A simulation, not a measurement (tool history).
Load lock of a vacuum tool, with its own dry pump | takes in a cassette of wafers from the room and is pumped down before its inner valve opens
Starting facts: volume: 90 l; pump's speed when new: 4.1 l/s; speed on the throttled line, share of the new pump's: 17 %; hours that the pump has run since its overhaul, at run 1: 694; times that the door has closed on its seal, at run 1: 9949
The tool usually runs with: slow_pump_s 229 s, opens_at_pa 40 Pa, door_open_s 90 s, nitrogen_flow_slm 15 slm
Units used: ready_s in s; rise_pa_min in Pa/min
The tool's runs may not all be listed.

run	day	slow_pump_s	opens_at_pa	door_open_s	nitrogen_flow_slm	hours that the pump has run since its overhaul	times that the door has closed on its seal	incoming humidity of the room's air, %	ready_s	rise_pa_min
1	0.000	229	40	90	15	694	9949	44.6	362.7	0.034
2	5.762	229	40	90	15	833	10515	50.3	365.5	0.038
3	10.867	369	40	90	15	955	11017	45.3	481.9	0.031
4	13.758	229	40	90	15	1025	11301	44.1	364.7	0.030
5	17.196	229	43	90	15	1107	11639	48.5	359.1	0.039
6	22.733	229	43	90	15	1240	12183	44.0	365.0	0.025
7	25.167	229	43	90	15	1298	12422	45.1	362.3	0.035
8	28.042	297	40	90	15	1367	12705	46.4	424.5	0.037
9	33.904	297	40	90	25	1508	13281	44.3	420.8	0.025
10	38.150	297	40	90	25	1610	13698	48.5	423.0	0.023
11	43.233	229	40	90	17	1732	14197	44.7	362.8	0.029
12	46.917	229	40	90	17	1820	14559	44.3	367.8	0.031
13	50.738	374	35	49	44	1912	14934	43.5	491.7	0.008

Run 14 comes next. What will it give?
14	55.479	323	40	154	15	2026	15400	45.5	?	?

Run 14 came out at ready_s 438.4 s, rise_pa_min 0.049 Pa/min.
Were there no unlogged condition in the tool, this run, its random variation unchanged, would have produced ready_s 438.4 s, rise_pa_min 0.049 Pa/min.

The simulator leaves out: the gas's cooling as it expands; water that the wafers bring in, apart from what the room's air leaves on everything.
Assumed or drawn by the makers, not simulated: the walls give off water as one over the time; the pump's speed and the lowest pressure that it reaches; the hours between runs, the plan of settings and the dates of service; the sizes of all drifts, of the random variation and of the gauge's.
